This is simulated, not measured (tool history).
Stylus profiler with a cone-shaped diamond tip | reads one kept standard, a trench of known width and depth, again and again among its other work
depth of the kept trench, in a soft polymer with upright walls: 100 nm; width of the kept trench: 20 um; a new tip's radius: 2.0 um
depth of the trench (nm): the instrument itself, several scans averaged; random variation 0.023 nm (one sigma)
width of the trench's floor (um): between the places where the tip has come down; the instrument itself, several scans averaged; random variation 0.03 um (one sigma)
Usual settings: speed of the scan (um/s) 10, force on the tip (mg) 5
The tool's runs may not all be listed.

| run | hour | speed of the scan (um/s) | force on the tip (mg) | depth of the trench (nm) | width of the trench's floor (um) |
|---|---|---|---|---|---|
| 1 | 0 | 10 | 5 | 101.76 | 18.35 |
| 2 | 31.3 | 39 | 5 | 101.76 | 18.31 |
| 3 | 70.7 | 39 | 5 | 101.74 | 18.23 |
| 4 | 103.7 | 10 | 5 | 101.75 | 18.32 |
| 5 | 145.9 | 10 | 10.67 | 102.76 | 18.32 |
| 6 | 181.6 | 34 | 2.94 | 101.32 | 18.12 |
| 7 | 224.7 | 2 | 2.99 | 101.32 | 18.36 |
| 8 | 259 | 25 | 4.85 | 101.73 | 18.26 |
| 9 | 277.6 | 25 | 4.85 | 101.74 | 18.26 |
| 10 | 299.7 | 24 | 5 | 101.76 | 18.26 |

5 ways to go on from here, each from the tool as it stands after run 10. What would each give?
| A | 339.9 | 25 | 12.29 | ? | ? |
| B | 339.9 | 35 | 2.26 | ? | ? |
| C | 339.9 | 33 | 6.61 | ? | ? |
| D | 339.9 | 24 | 8.79 | ? | ? |
| E | 339.9 | 24 | 2.24 | ? | ? |

| run | depth of the trench (nm) | width of the trench's floor (um) |
|---|---|---|
| A | 103.04 | 18.27 |
| B | 101.15 | 18.15 |
| C | 102.09 | 18.17 |
| D | 102.43 | 18.22 |
| E | 101.17 | 18.2 |
Without the tool's hidden state the same runs would have given:
| run | depth of the trench (nm) | width of the trench's floor (um) |
|---|---|---|
| A | 102.78 | 18.68 |
| B | 100.89 | 18.56 |
| C | 101.83 | 18.58 |
| D | 102.17 | 18.63 |
| E | 100.92 | 18.61 |
